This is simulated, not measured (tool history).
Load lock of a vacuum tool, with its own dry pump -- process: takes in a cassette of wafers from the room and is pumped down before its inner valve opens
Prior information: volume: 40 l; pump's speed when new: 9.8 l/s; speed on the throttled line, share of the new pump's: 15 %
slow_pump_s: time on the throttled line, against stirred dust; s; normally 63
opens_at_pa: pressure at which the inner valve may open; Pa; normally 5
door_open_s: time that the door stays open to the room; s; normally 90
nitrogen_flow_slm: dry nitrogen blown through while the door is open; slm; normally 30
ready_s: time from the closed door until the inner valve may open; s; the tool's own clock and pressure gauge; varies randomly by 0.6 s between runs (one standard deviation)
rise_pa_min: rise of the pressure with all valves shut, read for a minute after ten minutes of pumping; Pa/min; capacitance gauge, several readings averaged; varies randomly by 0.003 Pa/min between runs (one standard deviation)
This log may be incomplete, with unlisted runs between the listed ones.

run	hour	slow_pump_s	opens_at_pa	door_open_s	nitrogen_flow_slm	incoming humidity of the room's air, %	ready_s	rise_pa_min
1	0.0	63	5	90	30	42.3	94.6	0.017
2	391.5	63	6	90	30	45.7	94.3	0.020
3	600.1	65	5	90	30	46.2	97.0	0.026
4	987.1	65	5	90	30	47.1	96.6	0.023
5	1336.5	57	5	90	30	44.8	89.7	0.017
6	1730.1	57	5	90	30	44.8	90.0	0.024
7	2031.9	63	9	90	30	44.6	92.5	0.024
8	2412.1	63	9	90	5	43.5	91.7	0.058
9	2696.8	63	5	90	30	48.4	95.5	0.019
10	3123.9	63	5	90	30	44.1	95.0	0.017
11	3318.5	63	5	90	30	44.6	95.3	0.025
12	3740.4	77	5	109	30	44.9	107.4	0.019
13	4040.9	77	5	109	30	50.1	107.0	0.023
14	4306.1	63	5	199	30	39.8	95.4	0.030
15	4484.7	63	4	90	30	42.0	96.9	0.023
16	4721.3	40	6	67	5	44.5	74.6	0.051
17	5057.5	40	6	67	5	44.0	75.0	0.052
18	5288.5	40	6	67	5	42.8	74.7	0.044
19	5664.1	73	4	143	17	45.0	104.8	0.043
20	5855.6	46	9	90	30	46.8	77.9	0.022
21	6226.4	82	5	96	30	44.2	111.5	0.022

3 ways to go on from here, each from the tool as it stands after run 21. What would each give?
A	6441.0	67	5	63	19	45.7	?	?
B	6441.0	82	8	96	42	44.3	?	?
C	6441.0	38	5	54	30	45.7	?	?

run	ready_s	rise_pa_min
A	97.7	0.026
B	109.4	0.019
C	73.8	0.020
Take away the tool's hidden state, keep each run's random variation, and the runs would have read:
run	ready_s	rise_pa_min
A	97.7	0.025
B	109.4	0.018
C	73.8	0.019
